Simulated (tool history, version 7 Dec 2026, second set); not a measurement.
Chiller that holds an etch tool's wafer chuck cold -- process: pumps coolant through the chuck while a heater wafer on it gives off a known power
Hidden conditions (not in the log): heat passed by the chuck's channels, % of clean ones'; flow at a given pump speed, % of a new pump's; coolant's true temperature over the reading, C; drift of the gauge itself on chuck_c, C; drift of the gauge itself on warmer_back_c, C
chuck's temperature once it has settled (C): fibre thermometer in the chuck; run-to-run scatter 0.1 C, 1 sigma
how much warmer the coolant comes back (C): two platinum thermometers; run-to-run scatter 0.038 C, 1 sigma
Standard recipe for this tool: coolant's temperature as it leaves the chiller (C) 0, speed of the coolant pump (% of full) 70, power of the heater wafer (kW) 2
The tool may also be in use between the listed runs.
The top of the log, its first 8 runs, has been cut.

run	hour	coolant's temperature as it leaves the chiller (C)	speed of the coolant pump (% of full)	power of the heater wafer (kW)	hours since the coolant was changed and the channels were flushed	hours since the pump was overhauled	hours since the chiller's thermometer was calibrated	chuck's temperature once it has settled (C)	how much warmer the coolant comes back (C)
9	489.2	7	87	2	1053	931	3058	22.5	6.19
10	565.1	0	97	2	1129	1007	3134	14.1	5.54
# hour 627.9: chiller's thermometer calibrated
11	628.7	0	97	2	1191	1069	1	13.7	5.52
12	667.2	0	97	2	1230	1108	39	13.7	5.48
13	746.8	0	97	2	1309	1187	119	13.9	5.52
14	782.1	0	97	2	1345	1223	154	13.8	5.52
15	821.8	0	97	2	1384	1262	194	13.8	5.62
16	874.6	0	97	2	1437	1315	247	13.8	5.5
17	952.6	-8	70	2	1515	1393	325	11.5	7.95
18	1033.5	-8	93	1.388	1596	1474	406	2.2	4.05
19	1088.9	-8	93	1.388	1651	1529	461	2.3	4.07
20	1132.4	-1	75	1.927	1695	1573	505	16.7	7.05
21	1167.1	-1	75	1.927	1730	1608	539	16.7	7.05
22	1237	0	92	1.229	1799	1677	609	9.4	3.65
23	1310.6	0	92	1.229	1873	1751	683	9.2	3.61
24	1380.7	0	92	1.229	1943	1821	753	9.5	3.66
25	1415	0	92	1.229	1977	1855	787	9.5	3.63
26	1474.4	9	86	1.256	2037	1915	846	19.2	4.06
27	1529.3	9	86	1.256	2092	1970	901	19.5	4
28	1578.6	9	86	1.256	2141	2019	951	19.6	4.03
29	1617	-4	63	1.434	2179	2057	989	11.9	6.49
30	1664.5	-4	63	1.434	2227	2105	1037	12.2	6.51
31	1725.7	8	94	1.434	2288	2166	1098	18.7	4.18
32	1774.7	8	70	1.434	2337	2215	1147	22.7	5.86

Each row is a separate what-if for the run after 32, all from the same tool condition, not one after another. Results?
A	1821.5	0	95	2.339	2384	2262	1194	?	?
B	1821.5	-3	63	1.917	2384	2262	1194	?	?
C	1821.5	4	90	2.701	2384	2262	1194	?	?

run	chuck's temperature once it has settled (C)	how much warmer the coolant comes back (C)
A	17.4	6.8
B	18.4	8.77
C	25	8.43
Take away the tool's hidden state, keep each run's random variation, and the runs would have read:
run	chuck's temperature once it has settled (C)	how much warmer the coolant comes back (C)
A	15.5	6.38
B	16	8.23
C	22.7	7.91
